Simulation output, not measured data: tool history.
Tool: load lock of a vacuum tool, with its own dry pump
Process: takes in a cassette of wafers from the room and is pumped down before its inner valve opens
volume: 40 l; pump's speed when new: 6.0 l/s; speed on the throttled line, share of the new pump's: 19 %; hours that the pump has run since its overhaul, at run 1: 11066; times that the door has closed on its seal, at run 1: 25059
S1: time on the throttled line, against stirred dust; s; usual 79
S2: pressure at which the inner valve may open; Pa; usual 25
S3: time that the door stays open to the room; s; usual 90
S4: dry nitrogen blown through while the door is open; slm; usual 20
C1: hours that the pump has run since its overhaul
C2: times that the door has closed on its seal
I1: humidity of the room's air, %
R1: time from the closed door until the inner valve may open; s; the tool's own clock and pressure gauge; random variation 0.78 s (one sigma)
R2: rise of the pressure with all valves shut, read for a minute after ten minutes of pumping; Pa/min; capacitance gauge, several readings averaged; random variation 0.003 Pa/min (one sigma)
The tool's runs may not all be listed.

{"run": 1, "day": 0.0, "S1": 79, "S2": 25, "S3": 90, "S4": 20, "C1": 11066, "C2": 25059, "I1": 47.5, "R1": 128.7, "R2": 0.223}
{"day": 9.533, "done": "dry pump taken out, an overhauled one fitted"}
{"run": 2, "day": 13.412, "S1": 75, "S2": 25, "S3": 90, "S4": 20, "C1": 93, "C2": 25661, "I1": 46.2, "R1": 115.9, "R2": 0.232}
{"run": 3, "day": 25.608, "S1": 75, "S2": 25, "S3": 90, "S4": 20, "C1": 386, "C2": 26219, "I1": 44.9, "R1": 117, "R2": 0.242}
{"run": 4, "day": 42.204, "S1": 79, "S2": 24, "S3": 90, "S4": 20, "C1": 784, "C2": 26977, "I1": 44.7, "R1": 119.9, "R2": 0.246}
{"run": 5, "day": 51.117, "S1": 79, "S2": 24, "S3": 90, "S4": 20, "C1": 998, "C2": 27385, "I1": 47.6, "R1": 120.7, "R2": 0.255}
{"run": 6, "day": 68.096, "S1": 79, "S2": 24, "S3": 90, "S4": 20, "C1": 1406, "C2": 28161, "I1": 43.5, "R1": 120.5, "R2": 0.259}
{"run": 7, "day": 77.833, "S1": 79, "S2": 27, "S3": 90, "S4": 20, "C1": 1639, "C2": 28607, "I1": 44.7, "R1": 121.4, "R2": 0.26}
{"run": 8, "day": 90.558, "S1": 79, "S2": 25, "S3": 90, "S4": 20, "C1": 1945, "C2": 29188, "I1": 44.7, "R1": 120.9, "R2": 0.276}
{"run": 9, "day": 100.912, "S1": 79, "S2": 25, "S3": 41, "S4": 20, "C1": 2193, "C2": 29662, "I1": 47.3, "R1": 122.7, "R2": 0.277}
{"run": 10, "day": 111.183, "S1": 79, "S2": 25, "S3": 41, "S4": 20, "C1": 2440, "C2": 30131, "I1": 45.4, "R1": 122.3, "R2": 0.282}
{"run": 11, "day": 121.596, "S1": 79, "S2": 25, "S3": 41, "S4": 29, "C1": 2689, "C2": 30608, "I1": 44.8, "R1": 121.7, "R2": 0.281}
{"run": 12, "day": 135.75, "S1": 79, "S2": 25, "S3": 41, "S4": 29, "C1": 3029, "C2": 31255, "I1": 44.2, "R1": 121.6, "R2": 0.295}
{"run": 13, "day": 148.8, "S1": 79, "S2": 25, "S3": 48, "S4": 29, "C1": 3342, "C2": 31852, "I1": 40.5, "R1": 122.1, "R2": 0.302}
{"run": 14, "day": 166.246, "S1": 79, "S2": 27, "S3": 90, "S4": 20, "C1": 3761, "C2": 32649, "I1": 45.6, "R1": 121.3, "R2": 0.321}
{"run": 15, "day": 182.312, "S1": 79, "S2": 27, "S3": 90, "S4": 20, "C1": 4147, "C2": 33384, "I1": 44.3, "R1": 122.1, "R2": 0.334}
{"run": 16, "day": 189.771, "S1": 79, "S2": 27, "S3": 90, "S4": 20, "C1": 4326, "C2": 33725, "I1": 46, "R1": 122.3, "R2": 0.335}
{"run": 17, "day": 198.646, "S1": 79, "S2": 27, "S3": 90, "S4": 20, "C1": 4539, "C2": 34131, "I1": 42.5, "R1": 124.6, "R2": 0.338}
{"run": 18, "day": 208.029, "S1": 79, "S2": 27, "S3": 90, "S4": 20, "C1": 4764, "C2": 34560, "I1": 41.5, "R1": 123.6, "R2": 0.352}
{"run": 19, "day": 222.046, "S1": 79, "S2": 27, "S3": 90, "S4": 20, "C1": 5100, "C2": 35201, "I1": 43.5, "R1": 123.2, "R2": 0.371}
{"run": 20, "day": 236.079, "S1": 145, "S2": 25, "S3": 64, "S4": 20, "C1": 5437, "C2": 35843, "I1": 44.8, "R1": 175.9, "R2": 0.361}
{"run": 21, "day": 252.712, "S1": 128, "S2": 38, "S3": 68, "S4": 11, "C1": 5836, "C2": 36603, "I1": 44.7, "R1": 158.8, "R2": 0.378}
{"day": 255.708, "done": "door's seal changed, seat wiped"}
{"run": 22, "day": 263.2, "S1": 128, "S2": 35, "S3": 223, "S4": 7, "C1": 6086, "C2": 342, "I1": 42.2, "R1": 162, "R2": 0.043}
{"run": 23, "day": 279.171, "S1": 128, "S2": 35, "S3": 223, "S4": 7, "C1": 6470, "C2": 1072, "I1": 47.3, "R1": 161.1, "R2": 0.044}
{"run": 24, "day": 296.225, "S1": 79, "S2": 25, "S3": 82, "S4": 20, "C1": 6879, "C2": 1852, "I1": 44.8, "R1": 124.8, "R2": 0.032}
{"run": 25, "day": 310.292, "S1": 79, "S2": 25, "S3": 82, "S4": 20, "C1": 7217, "C2": 2495, "I1": 46.5, "R1": 125, "R2": 0.037}
{"run": 26, "day": 318.192, "S1": 106, "S2": 43, "S3": 202, "S4": 15, "C1": 7406, "C2": 2857, "I1": 43.3, "R1": 141.7, "R2": 0.038}
{"run": 27, "day": 334.242, "S1": 53, "S2": 29, "S3": 202, "S4": 16, "C1": 7791, "C2": 3590, "I1": 48.1, "R1": 103.8, "R2": 0.048}
{"run": 28, "day": 349.088, "S1": 53, "S2": 29, "S3": 202, "S4": 16, "C1": 8148, "C2": 4269, "I1": 41.1, "R1": 104.8, "R2": 0.049}
{"run": 29, "day": 366.225, "S1": 79, "S2": 25, "S3": 31, "S4": 42, "C1": 8559, "C2": 5053, "I1": 45, "R1": 126.6, "R2": 0.035}
{"run": 30, "day": 379.846, "S1": 79, "S2": 50, "S3": 112, "S4": 19, "C1": 8886, "C2": 5676, "I1": 43.9, "R1": 121.3, "R2": 0.049}
{"run": 31, "day": 392.408, "S1": 79, "S2": 50, "S3": 112, "S4": 19, "C1": 9187, "C2": 6250, "I1": 46.6, "R1": 122.5, "R2": 0.055}
{"run": 32, "day": 407.425, "S1": 79, "S2": 50, "S3": 112, "S4": 19, "C1": 9548, "C2": 6937, "I1": 44.6, "R1": 121.5, "R2": 0.053}
{"run": 33, "day": 422.367, "S1": 79, "S2": 50, "S3": 112, "S4": 19, "C1": 9906, "C2": 7620, "I1": 44.7, "R1": 123.4, "R2": 0.06}
{"run": 34, "day": 437.367, "S1": 79, "S2": 31, "S3": 90, "S4": 20, "C1": 10266, "C2": 8306, "I1": 42.9, "R1": 127, "R2": 0.061}
{"run": 35, "day": 450.875, "S1": 79, "S2": 31, "S3": 90, "S4": 20, "C1": 10591, "C2": 8924, "I1": 48.3, "R1": 127.8, "R2": 0.072}
{"run": 36, "day": 461.6, "S1": 79, "S2": 31, "S3": 90, "S4": 20, "C1": 10848, "C2": 9414, "I1": 43.6, "R1": 126.6, "R2": 0.071}
{"run": 37, "day": 469.433, "S1": 79, "S2": 19, "S3": 90, "S4": 20, "C1": 11036, "C2": 9772, "I1": 44.2, "R1": 132, "R2": 0.075}
{"day": 479.85, "done": "dry pump taken out, an overhauled one fitted"}
{"run": 38, "day": 484.858, "S1": 74, "S2": 19, "S3": 97, "S4": 20, "C1": 120, "C2": 10466, "I1": 46.7, "R1": 116.6, "R2": 0.077}

Measured less the same run without the tool's hidden state. The same run-to-run variation is in both; the gauge's scatter may not be:
The hidden state here: pump's speed, % of a new pump's; leak at the door's seal, Pa l/s; drift of the gauge itself on ready_s, %; drift of the gauge itself on rise_pa_min, %.
run=1 R1=+9 R2=+0.197
run=2 R1=+0.2 R2=+0.207
run=3 R1=+0.5 R2=+0.214
run=4 R1=+0.8 R2=+0.219
run=5 R1=+0.9 R2=+0.228
run=6 R1=+1.2 R2=+0.234
run=7 R1=+1.3 R2=+0.24
run=8 R1=+1.6 R2=+0.251
run=9 R1=+1.8 R2=+0.258
run=10 R1=+2 R2=+0.262
run=11 R1=+2.2 R2=+0.273
run=12 R1=+2.4 R2=+0.276
run=13 R1=+2.7 R2=+0.285
run=14 R1=+3 R2=+0.296
run=15 R1=+3.2 R2=+0.311
run=16 R1=+3.4 R2=+0.312
run=17 R1=+3.6 R2=+0.318
run=18 R1=+3.8 R2=+0.326
run=19 R1=+4 R2=+0.344
run=20 R1=+3 R2=+0.341
run=21 R1=+3.3 R2=+0.354
run=22 R1=+3.5 R2=+0.002
run=23 R1=+3.7 R2=+0.005
run=24 R1=+5.6 R2=+0.008
run=25 R1=+5.9 R2=+0.01
run=26 R1=+4.7 R2=+0.011
run=27 R1=+7.1 R2=+0.015
run=28 R1=+7.4 R2=+0.018
run=29 R1=+7.1 R2=+0.021
run=30 R1=+6.5 R2=+0.025
run=31 R1=+6.8 R2=+0.026
run=32 R1=+7 R2=+0.03
run=33 R1=+7.4 R2=+0.033
run=34 R1=+8.5 R2=+0.039
run=35 R1=+8.8 R2=+0.043
run=36 R1=+8.9 R2=+0.045
run=37 R1=+10 R2=+0.047
run=38 R1=-0.3 R2=+0.052
